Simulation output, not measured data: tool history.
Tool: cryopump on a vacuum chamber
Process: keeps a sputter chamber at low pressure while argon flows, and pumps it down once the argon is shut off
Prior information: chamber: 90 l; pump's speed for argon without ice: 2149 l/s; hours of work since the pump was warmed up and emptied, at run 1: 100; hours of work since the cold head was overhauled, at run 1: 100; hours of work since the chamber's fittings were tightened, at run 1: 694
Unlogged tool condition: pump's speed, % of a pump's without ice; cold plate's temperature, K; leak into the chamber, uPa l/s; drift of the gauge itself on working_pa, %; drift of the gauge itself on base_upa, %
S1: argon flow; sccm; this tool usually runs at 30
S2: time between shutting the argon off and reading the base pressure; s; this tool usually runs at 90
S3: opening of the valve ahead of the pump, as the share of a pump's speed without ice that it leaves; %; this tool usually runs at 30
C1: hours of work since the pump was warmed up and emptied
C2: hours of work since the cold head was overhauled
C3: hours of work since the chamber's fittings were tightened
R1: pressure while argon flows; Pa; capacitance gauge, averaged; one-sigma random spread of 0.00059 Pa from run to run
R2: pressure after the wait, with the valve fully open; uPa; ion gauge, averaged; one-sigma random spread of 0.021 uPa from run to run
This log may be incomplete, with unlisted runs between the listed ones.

run	hour	S1	S2	S3	C1	C2	C3	R1	R2
1	0.0	30	90	30	100	100	694	0.0803	0.44
2	22.1	30	90	30	112	112	706	0.0795	0.44
3	47.0	30	90	30	124	124	718	0.0806	0.46
4	73.1	30	90	30	138	138	732	0.0808	0.47
5	96.5	30	90	30	150	150	744	0.0800	0.47
6	130.1	30	90	30	167	167	761	0.0816	0.45
7	146.7	30	90	30	175	175	769	0.0805	0.44
8	162.1	30	90	30	183	183	777	0.0818	0.46
9	193.6	30	90	30	199	199	793	0.0808	0.48
10	208.5	30	90	30	207	207	801	0.0823	0.47
11	228.2	30	90	30	217	217	811	0.0820	0.44
12	254.6	16	31	50	231	231	824	0.0266	0.74
13	288.7	45	90	20	248	248	842	0.1830	0.47
14	311.8	30	177	30	260	260	854	0.0824	0.42
15	327.1	30	177	23	268	268	861	0.1063	0.42
16	361.1	30	177	23	285	285	879	0.1061	0.43
17	387.0	30	177	23	298	298	892	0.1086	0.42

Each row is a separate what-if for the run after 17, all from the same tool condition, not one after another. Results?
A	405.0	15	46	21	307	307	901	?	?
B	405.0	15	90	42	307	307	901	?	?
C	405.0	13	134	23	307	307	901	?	?

run	R1	R2
A	0.0583	0.66
B	0.0299	0.48
C	0.0471	0.43
The same runs, with their run-to-run variation unchanged, on a tool lacking any hidden condition would have given:
run	R1	R2
A	0.0559	0.46
B	0.0275	0.28
C	0.0450	0.23

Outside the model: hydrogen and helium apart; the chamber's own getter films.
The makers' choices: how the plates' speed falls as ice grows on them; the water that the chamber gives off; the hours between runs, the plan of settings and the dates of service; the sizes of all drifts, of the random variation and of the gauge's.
